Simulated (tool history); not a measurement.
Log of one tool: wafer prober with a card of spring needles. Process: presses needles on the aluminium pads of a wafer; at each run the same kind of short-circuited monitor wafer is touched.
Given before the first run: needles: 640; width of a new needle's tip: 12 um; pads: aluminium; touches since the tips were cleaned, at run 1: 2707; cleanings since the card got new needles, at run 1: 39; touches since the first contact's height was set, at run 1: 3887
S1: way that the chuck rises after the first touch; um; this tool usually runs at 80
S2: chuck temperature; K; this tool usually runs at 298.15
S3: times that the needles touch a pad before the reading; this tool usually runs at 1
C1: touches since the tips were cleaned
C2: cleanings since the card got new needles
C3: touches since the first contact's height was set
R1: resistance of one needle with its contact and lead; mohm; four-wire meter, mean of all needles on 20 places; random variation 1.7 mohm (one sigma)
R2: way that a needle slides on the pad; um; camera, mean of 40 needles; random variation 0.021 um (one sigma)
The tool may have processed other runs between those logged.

run	hour	S1	S2	S3	C1	C2	C3	R1	R2
1	0.0	80	298.15	1	2707	39	3887	178	21.59
# hour 8.0: tips cleaned on abrasive film
2	13.8	80	298.15	1	1774	40	8067	172	21.57
# hour 24.7: tips cleaned on abrasive film
3	34.8	80	298.15	1	3068	41	14456	172	21.53
# hour 40.9: tips cleaned on abrasive film
4	54.8	80	298.15	1	4254	42	20550	174	21.54
# hour 57.3: tips cleaned on abrasive film
# hour 73.9: tips cleaned on abrasive film
5	81.3	80	298.15	1	2277	44	28597	172	21.53
# hour 90.1: tips cleaned on abrasive film
6	93.3	80	384.15	1	978	45	32231	188	21.54
# hour 106.8: tips cleaned on abrasive film
7	115.7	80	384.15	1	2718	46	39042	189	21.48
# hour 123.1: tips cleaned on abrasive film
8	137.8	80	298.15	1	4497	47	45767	175	21.48
# hour 140.1: tips cleaned on abrasive film
# hour 156.4: tips cleaned on abrasive film
9	157.1	80	298.15	1	233	49	51605	175	21.47
10	168.5	80	298.15	3	3710	49	55082	173	21.48
# hour 172.2: tips cleaned on abrasive film
11	186.1	80	298.15	1	4238	50	60422	171	21.45
# hour 188.0: tips cleaned on abrasive film
# hour 204.9: tips cleaned on abrasive film
12	212.2	69	326.15	2	2224	52	68341	183	18.47
# hour 220.7: tips cleaned on abrasive film
# hour 221.0: height of the first contact set anew
13	226.3	76	326.15	1	1619	53	1619	183	20.36
# hour 238.5: tips cleaned on abrasive film
14	249.1	80	298.15	2	3226	54	8552	173	21.41
# hour 254.4: tips cleaned on abrasive film
15	262.9	80	298.15	1	2619	55	12756	173	21.45
# hour 271.2: tips cleaned on abrasive film
16	284.9	94	298.15	1	4195	56	19453	173	25.14
# hour 287.4: tips cleaned on abrasive film
17	301.3	94	298.15	1	4243	57	24426	176	25.10
# hour 305.0: tips cleaned on abrasive film
# hour 321.4: tips cleaned on abrasive film
18	326.6	82	381.15	3	1581	59	32086	187	21.89
# hour 337.2: tips cleaned on abrasive film
19	341.8	65	381.15	1	1393	60	36708	192	17.36
# hour 354.2: tips cleaned on abrasive film
20	358.8	65	381.15	1	1420	61	41882	193	17.32
# hour 370.9: tips cleaned on abrasive film
21	380.1	94	320.15	2	2797	62	48346	177	25.07

Consider 4 possible next runs. They are alternatives, not a sequence: every one starts from the tool as it was left by run 21. What does each give?
# hour 386.8: tips cleaned on abrasive film
# hour 404.4: tips cleaned on abrasive film
A	404.8	88	347.15	2	135	64	55843	?	?
# hour 386.8: tips cleaned on abrasive film
# hour 404.4: tips cleaned on abrasive film
B	404.8	89	298.15	1	135	64	55843	?	?
# hour 386.8: tips cleaned on abrasive film
# hour 404.4: tips cleaned on abrasive film
C	404.8	94	363.15	2	135	64	55843	?	?
# hour 386.8: tips cleaned on abrasive film
# hour 404.4: tips cleaned on abrasive film
D	404.8	88	314.15	1	135	64	55843	?	?

run	R1	R2
A	182	23.46
B	172	23.71
C	186	25.03
D	175	23.43
Without the tool's hidden state the same runs would have given:
run	R1	R2
A	182	23.76
B	172	24.02
C	186	25.35
D	175	23.73
